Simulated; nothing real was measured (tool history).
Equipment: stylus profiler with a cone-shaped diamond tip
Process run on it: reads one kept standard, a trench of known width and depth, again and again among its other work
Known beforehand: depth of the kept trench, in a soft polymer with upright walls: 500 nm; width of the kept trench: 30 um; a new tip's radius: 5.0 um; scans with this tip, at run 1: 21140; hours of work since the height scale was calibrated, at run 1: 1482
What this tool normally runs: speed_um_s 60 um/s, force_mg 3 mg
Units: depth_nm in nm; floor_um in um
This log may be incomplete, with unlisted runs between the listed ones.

run,hour,speed_um_s,force_mg,scans with this tip,hours of work since the height scale was calibrated,depth_nm,floor_um
1,0,60,3,21140,1482,506.16,22.19
# hour 31.7: new tip fitted, height scale calibrated
2,32,60,3,4,0,508.84,25.4
3,53.8,60,3,226,16,508.41,25.33
4,69.6,60,3,388,27,508.47,25.32
5,86.2,60,1.56,558,39,505.51,25.18
6,102,60,7.71,720,50,516.46,25.3
7,132.6,60,7.71,1033,72,516.23,25.19
8,150,51,3,1212,85,508.33,25.18
9,180.2,51,1.51,1521,107,505.27,25.01
10,198.1,60,3,1704,119,508.58,25.04
11,227.4,60,6.32,2004,140,513.92,25.07
12,245.1,60,3,2186,153,508.41,24.9
13,262,60,3,2359,165,508.53,24.84
14,291.3,60,2.11,2659,186,506.45,24.86
15,308.2,60,3.3,2832,198,508.96,24.79
16,323.9,60,3,2993,210,508.38,24.8
17,341.2,60,8.02,3171,222,516.45,24.84
18,374.4,60,1.95,3510,246,506.25,24.67
19,394.8,60,3,3719,261,508.22,24.62
20,416.4,60,3,3940,276,508.01,24.66
21,444.9,60,3,4232,297,508.05,24.57
22,460.6,22,3,4394,308,508.33,24.66
23,476.5,60,3,4556,319,507.78,24.5
24,491.3,60,3,4708,330,507.94,24.5
25,507.9,39,1.3,4877,342,504.31,24.5
26,528,39,1.3,5084,356,504.33,24.43
27,542.2,21,3,5229,367,508.15,24.51
28,565.3,21,5.97,5466,383,513.01,24.51
29,581,49,2.46,5627,394,506.81,24.33
30,601.2,49,2.46,5834,409,507.13,24.33
31,626.4,49,2.46,6092,427,506.92,24.23
32,640,44,6.56,6231,437,513.96,24.36
# hour 642.1: height scale calibrated on a step standard
33,668.7,44,6.56,6520,19,513.8,24.24
34,688.4,18,1.41,6722,33,504.26,24.24
35,708.9,18,1.41,6932,48,504.11,24.31
# hour 718.3: height scale calibrated on a step standard, once more
36,738,33,3,7225,14,508.64,24.18
37,762.3,33,2.35,7473,32,507.4,24.07
38,781,86,2.39,7665,45,507.42,23.87
39,801.9,86,2.39,7879,60,507.29,23.87
40,821.8,134,2.39,8082,74,507.09,23.63
41,839.3,111,5,8262,87,512.32,23.78
42,862.3,226,1.85,8498,103,506.23,23.1
43,890,226,1.85,8782,123,506,23.02
44,919.7,219,3,9086,145,508.5,23.19
45,950.6,19,3,9402,167,508.29,23.86
46,974.4,41,5.74,9646,184,513.31,23.82

4 options for the next run, each taken on its own from the tool as it stands now. Forecast them:
A,989.6,56,7.46,9802,195,?,?
B,989.6,161,3,9802,195,?,?
C,989.6,49,2.9,9802,195,?,?
D,989.6,41,4.19,9802,195,?,?

run,depth_nm,floor_um
A,515.63,23.73
B,508.3,23.29
C,508.04,23.68
D,510.64,23.74
Take away the tool's hidden state, keep each run's random variation, and the runs would have read:
run,depth_nm,floor_um
A,516.09,25.5
B,508.75,25.07
C,508.49,25.45
D,511.09,25.51

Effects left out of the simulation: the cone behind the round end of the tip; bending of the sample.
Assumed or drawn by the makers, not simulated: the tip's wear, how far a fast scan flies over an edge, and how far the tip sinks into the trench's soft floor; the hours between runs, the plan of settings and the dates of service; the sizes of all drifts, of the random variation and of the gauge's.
